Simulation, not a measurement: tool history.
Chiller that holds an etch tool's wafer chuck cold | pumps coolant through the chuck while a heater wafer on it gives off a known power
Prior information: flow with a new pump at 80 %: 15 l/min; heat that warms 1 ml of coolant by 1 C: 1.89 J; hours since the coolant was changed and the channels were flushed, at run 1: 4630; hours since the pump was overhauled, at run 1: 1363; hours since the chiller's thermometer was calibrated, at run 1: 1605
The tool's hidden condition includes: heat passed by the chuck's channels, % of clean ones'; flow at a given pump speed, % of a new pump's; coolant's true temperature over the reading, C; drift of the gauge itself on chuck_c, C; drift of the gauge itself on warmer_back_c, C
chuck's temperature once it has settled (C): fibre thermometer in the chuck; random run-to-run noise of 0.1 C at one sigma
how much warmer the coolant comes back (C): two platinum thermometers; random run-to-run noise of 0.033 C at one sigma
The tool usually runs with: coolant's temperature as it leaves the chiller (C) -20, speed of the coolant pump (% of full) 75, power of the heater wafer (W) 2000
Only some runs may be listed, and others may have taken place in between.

| run | hour | coolant's temperature as it leaves the chiller (C) | speed of the coolant pump (% of full) | power of the heater wafer (W) | hours since the coolant was changed and the channels were flushed | hours since the pump was overhauled | hours since the chiller's thermometer was calibrated | chuck's temperature once it has settled (C) | how much warmer the coolant comes back (C) |
|---|---|---|---|---|---|---|---|---|---|
| 1 | 0 | -20 | 75 | 2000 | 4630 | 1363 | 1605 | 0.2 | 4.58 |
| 2 | 81.6 | -20 | 87 | 2000 | 4711 | 1445 | 1687 | -1.9 | 3.95 |
| 3 | 119.8 | -20 | 87 | 2000 | 4749 | 1483 | 1725 | -1.7 | 3.93 |
| 4 | 204 | -20 | 75 | 2320 | 4833 | 1567 | 1809 | 3.5 | 5.28 |
| 5 | 241 | -20 | 75 | 1980 | 4870 | 1604 | 1846 | 0.1 | 4.53 |
| 6 | 314.6 | -20 | 75 | 1980 | 4944 | 1678 | 1920 | 0.2 | 4.57 |
| 7 | 365 | -20 | 75 | 1972 | 4995 | 1728 | 1970 | 0.3 | 4.47 |
| 8 | 454.1 | -20 | 75 | 1972 | 5084 | 1817 | 2060 | 0.4 | 4.54 |
| 9 | 531.7 | -20 | 75 | 1972 | 5161 | 1895 | 2137 | 0.4 | 4.52 |
| 10 | 597.1 | -20 | 75 | 2000 | 5227 | 1960 | 2203 | 0.7 | 4.61 |
| 11 | 681.6 | -20 | 75 | 2000 | 5311 | 2045 | 2287 | 0.8 | 4.58 |
| 12 | 750.5 | -20 | 75 | 2000 | 5380 | 2114 | 2356 | 0.7 | 4.6 |
| 13 | 826.8 | -11 | 75 | 2000 | 5456 | 2190 | 2432 | 9.9 | 4.61 |
| 14 | 886.2 | -20 | 75 | 1491 | 5516 | 2249 | 2492 | -4.3 | 3.47 |
| 15 | 924.7 | -20 | 75 | 2000 | 5554 | 2288 | 2530 | 0.8 | 4.65 |
| 16 | 981.8 | -20 | 75 | 2000 | 5611 | 2345 | 2587 | 1.1 | 4.64 |
| 17 | 1019.8 | -20 | 75 | 2000 | 5649 | 2383 | 2625 | 1.2 | 4.63 |
| 18 | 1094.2 | -21 | 93 | 1026 | 5724 | 2457 | 2700 | -11.5 | 1.88 |
| 19 | 1147.1 | -27 | 81 | 1225 | 5777 | 2510 | 2753 | -14.5 | 2.64 |
| 20 | 1223.1 | -27 | 81 | 1225 | 5853 | 2586 | 2829 | -14.5 | 2.65 |
| 21 | 1271.8 | -13 | 74 | 2177 | 5901 | 2635 | 2877 | 10.3 | 5.08 |
| 22 | 1308.2 | -20 | 75 | 1302 | 5938 | 2671 | 2914 | -6.1 | 3.03 |
| 23 | 1357.5 | -18 | 75 | 2373 | 5987 | 2721 | 2963 | 7.4 | 5.51 |
| 24 | 1442.1 | -22 | 63 | 1372 | 6072 | 2805 | 3047 | -5.2 | 3.85 |
| 25 | 1510.9 | -23 | 84 | 1964 | 6140 | 2874 | 3116 | -3.4 | 4.13 |
| 26 | 1570.4 | -19 | 75 | 2000 | 6200 | 2934 | 3176 | 2.6 | 4.64 |
| 27 | 1648.5 | -17 | 75 | 2176 | 6278 | 3012 | 3254 | 6.6 | 5.04 |
| 28 | 1714.5 | -17 | 75 | 2176 | 6344 | 3078 | 3320 | 6.7 | 5.09 |
| 29 | 1796.8 | -12 | 79 | 1240 | 6426 | 3160 | 3402 | 1 | 2.72 |
| 30 | 1881.1 | -19 | 65 | 1236 | 6511 | 3244 | 3487 | -4.1 | 3.33 |
| 31 | 1968.4 | -19 | 65 | 1236 | 6598 | 3332 | 3574 | -3.6 | 3.36 |
| 32 | 2054.9 | -19 | 65 | 1236 | 6684 | 3418 | 3660 | -3.9 | 3.3 |
| 33 | 2108.6 | -23 | 86 | 2000 | 6738 | 3472 | 3714 | -2.9 | 4.04 |

Each row is a separate what-if for the run after 33, all from the same tool condition, not one after another. Results?
| A | 2156.3 | -18 | 85 | 2000 | 6786 | 3520 | 3762 | ? | ? |
| B | 2156.3 | -22 | 61 | 1729 | 6786 | 3520 | 3762 | ? | ? |
| C | 2156.3 | -15 | 75 | 2153 | 6786 | 3520 | 3762 | ? | ? |

| run | chuck's temperature once it has settled (C) | how much warmer the coolant comes back (C) |
|---|---|---|
| A | 2.4 | 4.2 |
| B | 0.2 | 4.96 |
| C | 8.8 | 5.04 |
Stripped of hidden state, with their random variation kept, the same runs would have yielded:
| run | chuck's temperature once it has settled (C) | how much warmer the coolant comes back (C) |
|---|---|---|
| A | -1.8 | 4.05 |
| B | -4.3 | 4.78 |
| C | 3.9 | 4.86 |
